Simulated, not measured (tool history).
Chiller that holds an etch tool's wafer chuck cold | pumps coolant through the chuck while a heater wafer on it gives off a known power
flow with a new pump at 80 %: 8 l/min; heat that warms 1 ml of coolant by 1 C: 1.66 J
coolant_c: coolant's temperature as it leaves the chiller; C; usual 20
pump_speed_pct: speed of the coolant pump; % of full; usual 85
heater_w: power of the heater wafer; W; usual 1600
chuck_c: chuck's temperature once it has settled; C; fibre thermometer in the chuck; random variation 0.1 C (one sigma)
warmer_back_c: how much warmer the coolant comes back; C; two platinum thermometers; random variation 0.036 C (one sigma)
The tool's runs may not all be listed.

{"run": 1, "hour": 0.0, "coolant_c": 20, "pump_speed_pct": 85, "heater_w": 1600, "chuck_c": 40.9, "warmer_back_c": 6.89}
{"run": 2, "hour": 24.2, "coolant_c": 20, "pump_speed_pct": 85, "heater_w": 1015, "chuck_c": 33.4, "warmer_back_c": 4.39}
{"run": 3, "hour": 54.3, "coolant_c": 20, "pump_speed_pct": 85, "heater_w": 1015, "chuck_c": 33.3, "warmer_back_c": 4.33}
{"run": 4, "hour": 72.8, "coolant_c": 20, "pump_speed_pct": 85, "heater_w": 1015, "chuck_c": 33.5, "warmer_back_c": 4.4}
{"run": 5, "hour": 93.8, "coolant_c": 20, "pump_speed_pct": 85, "heater_w": 1015, "chuck_c": 33.5, "warmer_back_c": 4.38}
{"run": 6, "hour": 112.2, "coolant_c": 20, "pump_speed_pct": 85, "heater_w": 1015, "chuck_c": 33.4, "warmer_back_c": 4.35}
{"run": 7, "hour": 131.3, "coolant_c": 20, "pump_speed_pct": 85, "heater_w": 1600, "chuck_c": 41.0, "warmer_back_c": 6.91}
{"hour": 157.5, "done": "chiller's thermometer calibrated"}
{"run": 8, "hour": 158.9, "coolant_c": 20, "pump_speed_pct": 85, "heater_w": 1600, "chuck_c": 40.9, "warmer_back_c": 6.94}
{"run": 9, "hour": 176.3, "coolant_c": 20, "pump_speed_pct": 85, "heater_w": 1600, "chuck_c": 40.8, "warmer_back_c": 6.98}
{"run": 10, "hour": 193.8, "coolant_c": 20, "pump_speed_pct": 85, "heater_w": 1600, "chuck_c": 40.8, "warmer_back_c": 6.83}
{"run": 11, "hour": 213.5, "coolant_c": 20, "pump_speed_pct": 85, "heater_w": 1600, "chuck_c": 41.0, "warmer_back_c": 6.9}
{"run": 12, "hour": 243.0, "coolant_c": 20, "pump_speed_pct": 85, "heater_w": 1600, "chuck_c": 40.9, "warmer_back_c": 6.98}
{"run": 13, "hour": 269.3, "coolant_c": 20, "pump_speed_pct": 63, "heater_w": 857, "chuck_c": 34.1, "warmer_back_c": 4.99}
{"run": 14, "hour": 292.0, "coolant_c": 12, "pump_speed_pct": 99, "heater_w": 1206, "chuck_c": 26.2, "warmer_back_c": 4.44}
{"run": 15, "hour": 312.6, "coolant_c": 20, "pump_speed_pct": 85, "heater_w": 2262, "chuck_c": 49.7, "warmer_back_c": 9.83}
{"run": 16, "hour": 325.9, "coolant_c": 20, "pump_speed_pct": 85, "heater_w": 2262, "chuck_c": 49.5, "warmer_back_c": 9.8}

Forecast run 17:
{"run": 17, "hour": 348.2, "coolant_c": 21, "pump_speed_pct": 70, "heater_w": 1721, "chuck_c": "?", "warmer_back_c": "?"}

Run 17 gave chuck_c 47.1 C, warmer_back_c 9.15 C.
Without the tool's hidden state the same run would have given chuck_c 44.3 C, warmer_back_c 8.97 C.

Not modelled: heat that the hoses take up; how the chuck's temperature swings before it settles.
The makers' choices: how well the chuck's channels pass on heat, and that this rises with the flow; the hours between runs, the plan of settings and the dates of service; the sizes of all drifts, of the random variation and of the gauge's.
